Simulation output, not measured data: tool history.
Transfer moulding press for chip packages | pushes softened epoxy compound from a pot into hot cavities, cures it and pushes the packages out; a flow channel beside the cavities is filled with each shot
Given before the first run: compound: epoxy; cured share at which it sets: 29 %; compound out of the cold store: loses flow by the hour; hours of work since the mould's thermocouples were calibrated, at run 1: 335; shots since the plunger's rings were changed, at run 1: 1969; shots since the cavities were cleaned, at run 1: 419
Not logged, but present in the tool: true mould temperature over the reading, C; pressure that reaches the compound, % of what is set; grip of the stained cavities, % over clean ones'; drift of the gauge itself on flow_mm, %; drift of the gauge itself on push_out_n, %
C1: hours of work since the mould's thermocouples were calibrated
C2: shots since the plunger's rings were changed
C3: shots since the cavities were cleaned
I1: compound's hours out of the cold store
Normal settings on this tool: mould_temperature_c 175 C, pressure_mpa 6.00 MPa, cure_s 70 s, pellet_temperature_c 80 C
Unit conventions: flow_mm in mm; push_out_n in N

run 1 hour=0.0 | mould_temperature_c=175 pressure_mpa=6.00 cure_s=70 pellet_temperature_c=80 | C1=335 C2=1969 C3=419 | I1=22.3 | flow_mm=483 push_out_n=1234
-- hour=14.5 cavities cleaned with cleaning compound and waxed
run 2 hour=17.3 | mould_temperature_c=177 pressure_mpa=6.00 cure_s=70 pellet_temperature_c=80 | C1=347 C2=2223 C3=45 | I1=15.1 | flow_mm=498 push_out_n=817
run 3 hour=33.5 | mould_temperature_c=177 pressure_mpa=6.00 cure_s=70 pellet_temperature_c=80 | C1=359 C2=2482 C3=304 | I1=31.0 | flow_mm=457 push_out_n=932
run 4 hour=50.3 | mould_temperature_c=177 pressure_mpa=6.00 cure_s=70 pellet_temperature_c=80 | C1=372 C2=2753 C3=575 | I1=47.7 | flow_mm=409 push_out_n=1066
-- hour=54.8 cavities cleaned with cleaning compound and waxed
run 5 hour=73.8 | mould_temperature_c=177 pressure_mpa=6.00 cure_s=70 pellet_temperature_c=80 | C1=389 C2=3106 C3=305 | I1=13.1 | flow_mm=491 push_out_n=1017
run 6 hour=90.7 | mould_temperature_c=177 pressure_mpa=6.00 cure_s=70 pellet_temperature_c=80 | C1=402 C2=3378 C3=577 | I1=13.8 | flow_mm=489 push_out_n=1191
-- hour=96.0 cavities cleaned with cleaning compound and waxed
run 7 hour=115.5 | mould_temperature_c=175 pressure_mpa=6.00 cure_s=70 pellet_temperature_c=77 | C1=420 C2=3752 C3=313 | I1=13.9 | flow_mm=482 push_out_n=1138
run 8 hour=133.1 | mould_temperature_c=175 pressure_mpa=6.00 cure_s=70 pellet_temperature_c=77 | C1=433 C2=4035 C3=596 | I1=19.5 | flow_mm=465 push_out_n=1349
-- hour=136.9 cavities cleaned with cleaning compound and waxed
run 9 hour=148.6 | mould_temperature_c=175 pressure_mpa=6.00 cure_s=70 pellet_temperature_c=77 | C1=444 C2=4259 C3=189 | I1=21.3 | flow_mm=465 push_out_n=1056
run 10 hour=163.8 | mould_temperature_c=175 pressure_mpa=6.00 cure_s=70 pellet_temperature_c=77 | C1=456 C2=4503 C3=433 | I1=16.6 | flow_mm=473 push_out_n=1299
-- hour=177.0 plunger's sealing rings changed
-- hour=180.8 cavities cleaned with cleaning compound and waxed
run 11 hour=186.3 | mould_temperature_c=175 pressure_mpa=6.00 cure_s=70 pellet_temperature_c=80 | C1=470 C2=126 C3=89 | I1=15.8 | flow_mm=520 push_out_n=994
run 12 hour=203.3 | mould_temperature_c=175 pressure_mpa=6.00 cure_s=70 pellet_temperature_c=80 | C1=483 C2=399 C3=362 | I1=47.3 | flow_mm=435 push_out_n=1052
run 13 hour=214.8 | mould_temperature_c=175 pressure_mpa=6.00 cure_s=70 pellet_temperature_c=80 | C1=492 C2=583 C3=546 | I1=28.1 | flow_mm=484 push_out_n=1307
-- hour=220.9 cavities cleaned with cleaning compound and waxed
run 14 hour=233.4 | mould_temperature_c=175 pressure_mpa=6.00 cure_s=70 pellet_temperature_c=80 | C1=505 C2=857 C3=200 | I1=21.9 | flow_mm=502 push_out_n=1038
run 15 hour=250.7 | mould_temperature_c=175 pressure_mpa=6.00 cure_s=70 pellet_temperature_c=80 | C1=518 C2=1136 C3=479 | I1=35.0 | flow_mm=464 push_out_n=1188
-- hour=262.2 cavities cleaned with cleaning compound and waxed
run 16 hour=272.9 | mould_temperature_c=175 pressure_mpa=6.00 cure_s=70 pellet_temperature_c=80 | C1=534 C2=1468 C3=171 | I1=29.5 | flow_mm=472 push_out_n=969
run 17 hour=292.1 | mould_temperature_c=175 pressure_mpa=6.00 cure_s=70 pellet_temperature_c=84 | C1=549 C2=1775 C3=478 | I1=40.6 | flow_mm=443 push_out_n=1146
-- hour=303.6 cavities cleaned with cleaning compound and waxed
run 18 hour=319.4 | mould_temperature_c=183 pressure_mpa=4.83 cure_s=53 pellet_temperature_c=76 | C1=568 C2=2191 C3=254 | I1=22.4 | flow_mm=419 push_out_n=1481
run 19 hour=335.0 | mould_temperature_c=183 pressure_mpa=4.83 cure_s=53 pellet_temperature_c=76 | C1=580 C2=2442 C3=505 | I1=33.9 | flow_mm=396 push_out_n=1622
-- hour=344.0 cavities cleaned with cleaning compound and waxed
run 20 hour=356.2 | mould_temperature_c=183 pressure_mpa=4.83 cure_s=53 pellet_temperature_c=76 | C1=595 C2=2757 C3=196 | I1=14.2 | flow_mm=439 push_out_n=1449
run 21 hour=376.3 | mould_temperature_c=177 pressure_mpa=5.85 cure_s=72 pellet_temperature_c=80 | C1=611 C2=3081 C3=520 | I1=10.6 | flow_mm=495 push_out_n=1070
-- hour=384.7 cavities cleaned with cleaning compound and waxed
run 22 hour=393.6 | mould_temperature_c=182 pressure_mpa=6.00 cure_s=66 pellet_temperature_c=80 | C1=623 C2=3334 C3=143 | I1=43.0 | flow_mm=414 push_out_n=688
run 23 hour=413.7 | mould_temperature_c=172 pressure_mpa=7.37 cure_s=57 pellet_temperature_c=80 | C1=638 C2=3656 C3=465 | I1=8.6 | flow_mm=562 push_out_n=2667
-- hour=425.7 cavities cleaned with cleaning compound and waxed
run 24 hour=429.8 | mould_temperature_c=171 pressure_mpa=4.53 cure_s=87 pellet_temperature_c=74 | C1=650 C2=3891 C3=66 | I1=47.1 | flow_mm=358 push_out_n=669
-- hour=445.2 mould's thermocouples calibrated
run 25 hour=445.5 | mould_temperature_c=175 pressure_mpa=6.93 cure_s=70 pellet_temperature_c=80 | C1=0 C2=4111 C3=286 | I1=28.2 | flow_mm=482 push_out_n=1171

Run 26, settings as shown, results not yet in. Your forecast:
run 26 hour=465.3 | mould_temperature_c=175 pressure_mpa=6.93 cure_s=70 pellet_temperature_c=80 | C1=15 C2=4428 C3=603 | I1=43.9 | flow_mm=? push_out_n=?

flow_mm: 439 mm
push_out_n: 1296 N
On a tool with no hidden condition, and with the same random variation, this run would have come out at flow_mm 484 mm, push_out_n 833 N.
